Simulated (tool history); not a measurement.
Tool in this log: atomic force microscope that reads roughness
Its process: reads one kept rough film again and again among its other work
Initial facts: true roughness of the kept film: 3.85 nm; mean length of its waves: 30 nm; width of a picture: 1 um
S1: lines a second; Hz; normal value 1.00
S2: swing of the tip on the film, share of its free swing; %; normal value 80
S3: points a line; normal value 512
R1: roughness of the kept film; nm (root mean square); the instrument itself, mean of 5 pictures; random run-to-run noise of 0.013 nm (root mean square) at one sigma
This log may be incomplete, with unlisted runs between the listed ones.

run 1 hour=0.0 | S1=1.00 S2=80 S3=512 | R1=2.952
run 2 hour=32.0 | S1=1.00 S2=86 S3=512 | R1=2.473
-- hour=43.9 new tip fitted
run 3 hour=83.9 | S1=1.00 S2=80 S3=512 | R1=2.504
-- hour=89.3 new tip fitted
-- hour=133.1 new tip fitted
run 4 hour=138.9 | S1=1.00 S2=80 S3=512 | R1=2.858
-- hour=178.0 new tip fitted
run 5 hour=194.0 | S1=1.00 S2=80 S3=512 | R1=2.742
-- hour=222.2 new tip fitted
run 6 hour=229.3 | S1=1.00 S2=80 S3=512 | R1=2.882
run 7 hour=257.7 | S1=1.00 S2=80 S3=512 | R1=2.481
-- hour=267.5 new tip fitted
run 8 hour=289.4 | S1=1.00 S2=80 S3=512 | R1=2.620
-- hour=312.8 new tip fitted
run 9 hour=318.0 | S1=1.00 S2=80 S3=512 | R1=2.897
-- hour=359.7 new tip fitted
run 10 hour=373.8 | S1=1.00 S2=80 S3=512 | R1=2.793
run 11 hour=398.7 | S1=1.00 S2=80 S3=512 | R1=2.454
-- hour=403.9 new tip fitted
run 12 hour=426.6 | S1=1.00 S2=80 S3=512 | R1=2.641
-- hour=450.2 new tip fitted
run 13 hour=465.1 | S1=1.00 S2=80 S3=512 | R1=2.718
-- hour=496.2 new tip fitted
run 14 hour=508.6 | S1=1.00 S2=80 S3=512 | R1=2.758
run 15 hour=534.9 | S1=1.00 S2=68 S3=512 | R1=2.559
-- hour=540.1 new tip fitted
run 16 hour=572.5 | S1=1.00 S2=68 S3=512 | R1=2.630
-- hour=586.5 new tip fitted
run 17 hour=613.3 | S1=1.00 S2=68 S3=512 | R1=2.716
-- hour=630.4 new tip fitted
run 18 hour=663.3 | S1=1.00 S2=80 S3=512 | R1=2.549
-- hour=677.1 new tip fitted
run 19 hour=699.6 | S1=0.61 S2=66 S3=472 | R1=2.809
-- hour=720.4 new tip fitted
run 20 hour=727.7 | S1=2.67 S2=72 S3=393 | R1=2.641
-- hour=763.4 new tip fitted
run 21 hour=781.0 | S1=2.67 S2=72 S3=393 | R1=2.479
-- hour=808.4 new tip fitted
run 22 hour=837.3 | S1=1.00 S2=80 S3=438 | R1=2.561
-- hour=841.5 height scale calibrated on a step standard
-- hour=854.3 new tip fitted
run 23 hour=896.0 | S1=1.00 S2=64 S3=438 | R1=2.577
-- hour=898.9 new tip fitted
-- hour=944.6 new tip fitted
run 24 hour=946.0 | S1=1.00 S2=64 S3=438 | R1=3.078
-- hour=988.6 new tip fitted
run 25 hour=988.6 | S1=1.00 S2=64 S3=438 | R1=3.099
-- hour=1002.3 height scale calibrated on a step standard, once more
-- hour=1033.8 new tip fitted
run 26 hour=1047.1 | S1=1.00 S2=64 S3=438 | R1=2.883
-- hour=1079.0 new tip fitted
run 27 hour=1085.1 | S1=1.00 S2=64 S3=438 | R1=3.036
run 28 hour=1110.2 | S1=1.48 S2=59 S3=438 | R1=2.659
-- hour=1121.9 new tip fitted
run 29 hour=1138.9 | S1=2.00 S2=78 S3=345 | R1=2.564
-- hour=1167.8 new tip fitted
run 30 hour=1189.3 | S1=2.74 S2=80 S3=995 | R1=2.352
-- hour=1212.2 new tip fitted
run 31 hour=1223.6 | S1=2.74 S2=80 S3=995 | R1=2.431
run 32 hour=1254.4 | S1=2.74 S2=80 S3=995 | R1=2.124
-- hour=1258.6 new tip fitted
-- hour=1306.1 new tip fitted
run 33 hour=1310.4 | S1=0.66 S2=59 S3=995 | R1=3.153
-- hour=1350.5 new tip fitted
run 34 hour=1350.5 | S1=1.01 S2=72 S3=299 | R1=3.025

Below, some changes in R1 between adjacent runs. For each, the amount present without the hidden state too (settings, incoming material, random variation) and the amount remaining for the hidden state with gauge scatter not shared by both compared results:
What the log doesn't record here: radius of the tip, nm; height scale over the true one, %; drift of the gauge itself on roughness_nm, %.
Run 1 -> 2: S2 80 -> 86. R1 -0.479 nm (root mean square): hidden state -0.412, all else -0.067.
Run 23 -> 24: new tip fitted, new tip fitted. R1 +0.501 nm (root mean square): hidden state +0.505, all else -0.004.
Run 32 -> 33: S1 2.74 -> 0.66, S2 80 -> 59, new tip fitted, new tip fitted. R1 +1.029 nm (root mean square): hidden state +0.423, all else +0.606.

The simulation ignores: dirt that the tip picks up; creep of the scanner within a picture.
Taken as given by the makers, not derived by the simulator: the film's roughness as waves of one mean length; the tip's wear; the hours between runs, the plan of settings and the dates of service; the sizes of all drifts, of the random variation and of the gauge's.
